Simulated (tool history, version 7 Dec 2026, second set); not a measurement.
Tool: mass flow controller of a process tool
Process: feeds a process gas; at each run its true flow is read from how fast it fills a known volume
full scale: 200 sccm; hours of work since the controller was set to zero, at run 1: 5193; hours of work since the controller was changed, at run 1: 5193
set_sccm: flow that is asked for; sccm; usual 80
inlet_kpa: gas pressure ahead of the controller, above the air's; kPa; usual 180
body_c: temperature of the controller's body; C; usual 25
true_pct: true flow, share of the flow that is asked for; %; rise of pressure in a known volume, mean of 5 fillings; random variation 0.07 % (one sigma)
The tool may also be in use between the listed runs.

run	hour	set_sccm	inlet_kpa	body_c	hours of work since the controller was set to zero	hours of work since the controller was changed	true_pct
1	0	80	180	25	5193	5193	98.69
2	293.2	80	180	25	5337	5337	98.73
3	637.9	80	155	25	5507	5507	98.72
4	997	80	274	25	5684	5684	99.36
5	1381.6	80	274	25	5873	5873	99.36
6	1606.3	80	180	25	5983	5983	99.13
7	1842.8	80	180	25	6100	6100	99.02
8	2268.9	80	180	25	6309	6309	99.06
9	2493.6	80	180	25	6420	6420	99.35
10	2786	80	180	25	6563	6563	99.24
# hour 3019.1: controller's zero set anew
11	3176	80	180	25	77	6755	99.4
12	3409.6	80	180	25	192	6870	99.45
13	3631.5	80	180	25	301	6979	99.55
14	4037.9	80	180	25	501	7179	99.74
15	4457.8	27	274	29	708	7385	99.8
16	4889	81	274	22	920	7598	99.92
17	5091.6	143	274	22	1019	7697	100.64
18	5324	25	185	36	1134	7811	100.25
19	5773	25	232	23	1354	8032	99.5
20	5994.8	83	218	20	1464	8141	99.8
21	6381.9	60	188	28	1654	8332	100.26
22	6709.2	53	142	26	1815	8493	99.92
23	7039	53	142	26	1977	8655	100.04
24	7382.9	53	142	26	2146	8824	99.91

Forecast each of these 5 alternatives for the next run:
A	7598.5	80	206	27	2252	8930	?
B	7598.5	53	206	26	2252	8930	?
C	7598.5	80	180	25	2252	8930	?
D	7598.5	82	180	25	2252	8930	?
E	7598.5	25	140	33	2252	8930	?

run	true_pct
A	100.65
B	100.27
C	100.41
D	100.42
E	100.25
Without the tool's hidden state the same runs would have given:
run	true_pct
A	98.92
B	98.55
C	98.69
D	98.7
E	98.52
